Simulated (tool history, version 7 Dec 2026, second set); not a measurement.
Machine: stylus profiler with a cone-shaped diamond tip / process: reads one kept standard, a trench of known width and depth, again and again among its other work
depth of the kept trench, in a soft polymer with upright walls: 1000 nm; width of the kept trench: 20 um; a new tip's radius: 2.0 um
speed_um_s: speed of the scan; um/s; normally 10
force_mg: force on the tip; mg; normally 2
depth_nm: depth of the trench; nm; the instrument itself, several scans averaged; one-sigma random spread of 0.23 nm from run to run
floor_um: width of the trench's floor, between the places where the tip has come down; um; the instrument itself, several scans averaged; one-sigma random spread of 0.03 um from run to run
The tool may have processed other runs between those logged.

{"run": 1, "hour": 0.0, "speed_um_s": 10, "force_mg": 2, "depth_nm": 1013.17, "floor_um": 15.88}
{"run": 2, "hour": 105.2, "speed_um_s": 10, "force_mg": 2, "depth_nm": 1013.22, "floor_um": 15.83}
{"run": 3, "hour": 170.4, "speed_um_s": 10, "force_mg": 2, "depth_nm": 1013.22, "floor_um": 15.78}
{"run": 4, "hour": 248.1, "speed_um_s": 10, "force_mg": 1.98, "depth_nm": 1013.66, "floor_um": 15.71}
{"run": 5, "hour": 361.1, "speed_um_s": 8, "force_mg": 1.98, "depth_nm": 1013.76, "floor_um": 15.62}
{"run": 6, "hour": 433.8, "speed_um_s": 8, "force_mg": 1.98, "depth_nm": 1013.39, "floor_um": 15.58}
{"run": 7, "hour": 559.3, "speed_um_s": 8, "force_mg": 1.98, "depth_nm": 1013.53, "floor_um": 15.51}
{"run": 8, "hour": 636.2, "speed_um_s": 10, "force_mg": 2, "depth_nm": 1014.26, "floor_um": 15.52}
{"run": 9, "hour": 763.8, "speed_um_s": 10, "force_mg": 1.05, "depth_nm": 1010.19, "floor_um": 15.36}
{"hour": 770.5, "done": "height scale calibrated on a step standard"}
{"run": 10, "hour": 871.9, "speed_um_s": 10, "force_mg": 1.98, "depth_nm": 1015.33, "floor_um": 15.24}
{"run": 11, "hour": 938.9, "speed_um_s": 10, "force_mg": 1.98, "depth_nm": 1015.66, "floor_um": 15.33}
{"run": 12, "hour": 1018.8, "speed_um_s": 4, "force_mg": 4.93, "depth_nm": 1026.01, "floor_um": 15.2}

Expected results for the next run?
{"run": 13, "hour": 1118.7, "speed_um_s": 4, "force_mg": 4.93, "depth_nm": "?", "floor_um": "?"}

For run 13 the tool returned depth_nm 1025.98 nm, floor_um 15.18 um.
If the tool had no hidden condition, the same run with the same run-to-run variation would have returned depth_nm 1022.13 nm, floor_um 16.54 um.

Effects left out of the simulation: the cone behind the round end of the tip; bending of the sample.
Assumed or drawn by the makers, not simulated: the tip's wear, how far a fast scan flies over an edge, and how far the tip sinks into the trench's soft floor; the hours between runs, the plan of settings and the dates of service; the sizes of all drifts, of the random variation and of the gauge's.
